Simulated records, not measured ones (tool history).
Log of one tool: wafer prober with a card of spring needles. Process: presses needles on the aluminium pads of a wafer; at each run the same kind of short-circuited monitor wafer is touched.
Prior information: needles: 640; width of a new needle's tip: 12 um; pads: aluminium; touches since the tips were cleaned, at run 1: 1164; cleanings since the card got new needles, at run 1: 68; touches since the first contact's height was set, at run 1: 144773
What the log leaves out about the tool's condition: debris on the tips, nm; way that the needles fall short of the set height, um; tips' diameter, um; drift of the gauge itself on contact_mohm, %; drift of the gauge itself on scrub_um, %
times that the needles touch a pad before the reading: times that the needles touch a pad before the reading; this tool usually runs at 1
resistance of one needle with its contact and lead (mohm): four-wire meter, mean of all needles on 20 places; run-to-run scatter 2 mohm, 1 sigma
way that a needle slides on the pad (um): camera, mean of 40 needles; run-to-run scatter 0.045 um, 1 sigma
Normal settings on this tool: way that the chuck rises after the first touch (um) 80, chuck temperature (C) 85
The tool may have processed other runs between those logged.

run	day	way that the chuck rises after the first touch (um)	chuck temperature (C)	times that the needles touch a pad before the reading	touches since the tips were cleaned	cleanings since the card got new needles	touches since the first contact's height was set	resistance of one needle with its contact and lead (mohm)	way that a needle slides on the pad (um)
1	0.000	80	85	1	1164	68	144773	234	15.93
# day 0.196: tips cleaned on abrasive film
# day 0.525: tips cleaned on abrasive film
# day 0.783: tips cleaned on abrasive film
# day 1.108: tips cleaned on abrasive film
# day 1.438: tips cleaned on abrasive film
2	1.462	80	85	1	396	73	166517	219	15.84
# day 1.725: tips cleaned on abrasive film
# day 1.738: height of the first contact set anew
# day 2.062: tips cleaned on abrasive film
# day 2.388: tips cleaned on abrasive film
# day 2.708: tips cleaned on abrasive film
3	2.708	80	85	1	0	77	14494	213	16.11
# day 3.033: tips cleaned on abrasive film
# day 3.296: tips cleaned on abrasive film
# day 3.558: tips cleaned on abrasive film
4	3.779	80	85	1	3318	80	30427	250	16.23
# day 3.846: tips cleaned on abrasive film
# day 4.171: tips cleaned on abrasive film
# day 4.500: tips cleaned on abrasive film
# day 4.825: tips cleaned on abrasive film
5	4.979	80	49	1	2342	84	48293	235	16.20
# day 5.112: tips cleaned on abrasive film
# day 5.438: tips cleaned on abrasive film
# day 5.700: tips cleaned on abrasive film
6	5.892	80	49	1	2883	87	61849	235	16.18
# day 6.025: tips cleaned on abrasive film
# day 6.350: tips cleaned on abrasive film
# day 6.675: tips cleaned on abrasive film
# day 7.000: tips cleaned on abrasive film
7	7.142	80	49	1	2122	91	80467	232	16.15
# day 7.275: tips cleaned on abrasive film
# day 7.600: tips cleaned on abrasive film
# day 7.925: tips cleaned on abrasive film
# day 8.250: tips cleaned on abrasive film
8	8.267	80	49	1	207	95	97173	215	16.10
# day 8.525: tips cleaned on abrasive film
# day 8.788: tips cleaned on abrasive film
9	8.971	80	49	1	2778	97	107717	242	16.01
# day 9.104: tips cleaned on abrasive film
# day 9.367: tips cleaned on abrasive film
# day 9.629: tips cleaned on abrasive film
# day 9.954: tips cleaned on abrasive film
10	10.154	80	49	2	3000	101	125272	226	16.04
# day 10.221: tips cleaned on abrasive film
# day 10.546: tips cleaned on abrasive film
# day 10.875: tips cleaned on abrasive film
11	11.004	80	94	1	1948	104	137898	247	15.99
# day 11.200: tips cleaned on abrasive film
# day 11.525: tips cleaned on abrasive film
# day 11.850: tips cleaned on abrasive film
12	11.896	64	85	1	711	107	151209	239	12.72
# day 12.158: tips cleaned on abrasive film
# day 12.483: tips cleaned on abrasive film
# day 12.800: tips cleaned on abrasive film
13	12.800	64	85	1	0	110	164611	224	12.64
# day 13.125: tips cleaned on abrasive film
# day 13.200: height of the first contact set anew
# day 13.400: tips cleaned on abrasive film
# day 13.725: tips cleaned on abrasive film
# day 13.983: tips cleaned on abrasive film
14	14.100	70	85	1	1740	114	13384	254	14.30
# day 14.296: tips cleaned on abrasive film
# day 14.625: tips cleaned on abrasive film
# day 14.950: tips cleaned on abrasive film
# day 15.275: tips cleaned on abrasive film
15	15.350	85	85	1	1099	118	31949	230	17.30
# day 15.546: tips cleaned on abrasive film
# day 15.871: tips cleaned on abrasive film
# day 16.196: tips cleaned on abrasive film
# day 16.521: tips cleaned on abrasive film
16	16.596	66	85	1	1082	122	50494	244	13.34
# day 16.792: tips cleaned on abrasive film
# day 17.117: tips cleaned on abrasive film
# day 17.379: tips cleaned on abrasive film
# day 17.692: tips cleaned on abrasive film
17	17.692	66	85	1	0	126	66780	226	13.28
# day 18.017: tips cleaned on abrasive film
# day 18.342: tips cleaned on abrasive film
18	18.388	92	97	2	658	128	77142	220	18.48
# day 18.646: tips cleaned on abrasive film
# day 18.971: tips cleaned on abrasive film
19	19.075	70	97	1	1511	130	87386	255	13.94
# day 19.271: tips cleaned on abrasive film
# day 19.596: tips cleaned on abrasive film
# day 19.921: tips cleaned on abrasive film
20	20.150	80	96	3	3426	133	103426	232	16.14
# day 20.217: tips cleaned on abrasive film
# day 20.542: tips cleaned on abrasive film
# day 20.854: tips cleaned on abrasive film
21	20.854	78	46	1	0	136	113851	212	15.65
# day 21.179: tips cleaned on abrasive film
# day 21.504: tips cleaned on abrasive film
# day 21.767: tips cleaned on abrasive film
# day 22.092: tips cleaned on abrasive film
22	22.217	83	85	1	1922	140	134209	243	16.54
# day 22.417: tips cleaned on abrasive film
# day 22.742: tips cleaned on abrasive film
# day 23.067: tips cleaned on abrasive film
23	23.217	74	26	1	2229	143	149052	244	14.75
# day 23.346: tips cleaned on abrasive film
# day 23.675: tips cleaned on abrasive film
# day 23.933: tips cleaned on abrasive film
# day 24.262: tips cleaned on abrasive film
24	24.496	85	50	1	3543	147	168122	243	16.91
# day 24.562: tips cleaned on abrasive film
# day 24.642: height of the first contact set anew
# day 24.904: tips cleaned on abrasive film
# day 25.229: tips cleaned on abrasive film
# day 25.554: tips cleaned on abrasive film
# day 25.879: tips cleaned on abrasive film
# day 26.158: tips cleaned on abrasive film
25	26.158	75	50	2	0	153	22566	214	15.11
# day 26.483: tips cleaned on abrasive film
# day 26.808: tips cleaned on abrasive film
# day 27.308: card fitted with new needles
26	27.521	75	50	2	3167	0	3167	227	15.31

4 ways to go on from here, each from the tool as it stands after run 26. What would each give?
# day 27.588: tips cleaned on abrasive film
# day 27.912: tips cleaned on abrasive film
# day 28.238: tips cleaned on abrasive film
# day 28.567: tips cleaned on abrasive film
# day 28.825: tips cleaned on abrasive film
A	28.971	80	97	2	2163	5	24739	?	?
# day 27.588: tips cleaned on abrasive film
# day 27.912: tips cleaned on abrasive film
# day 28.238: tips cleaned on abrasive film
# day 28.567: tips cleaned on abrasive film
# day 28.825: tips cleaned on abrasive film
B	28.971	75	49	2	2163	5	24739	?	?
# day 27.588: tips cleaned on abrasive film
# day 27.912: tips cleaned on abrasive film
# day 28.238: tips cleaned on abrasive film
# day 28.567: tips cleaned on abrasive film
# day 28.825: tips cleaned on abrasive film
C	28.971	97	97	2	2163	5	24739	?	?
# day 27.588: tips cleaned on abrasive film
# day 27.912: tips cleaned on abrasive film
# day 28.238: tips cleaned on abrasive film
# day 28.567: tips cleaned on abrasive film
# day 28.825: tips cleaned on abrasive film
D	28.971	75	97	1	2163	5	24739	?	?

run	resistance of one needle with its contact and lead (mohm)	way that a needle slides on the pad (um)
A	230	16.18
B	218	15.21
C	224	19.61
D	240	15.18
Without the tool's hidden state the same runs would have given:
run	resistance of one needle with its contact and lead (mohm)	way that a needle slides on the pad (um)
A	217	16.23
B	203	15.26
C	215	19.66
D	217	15.23

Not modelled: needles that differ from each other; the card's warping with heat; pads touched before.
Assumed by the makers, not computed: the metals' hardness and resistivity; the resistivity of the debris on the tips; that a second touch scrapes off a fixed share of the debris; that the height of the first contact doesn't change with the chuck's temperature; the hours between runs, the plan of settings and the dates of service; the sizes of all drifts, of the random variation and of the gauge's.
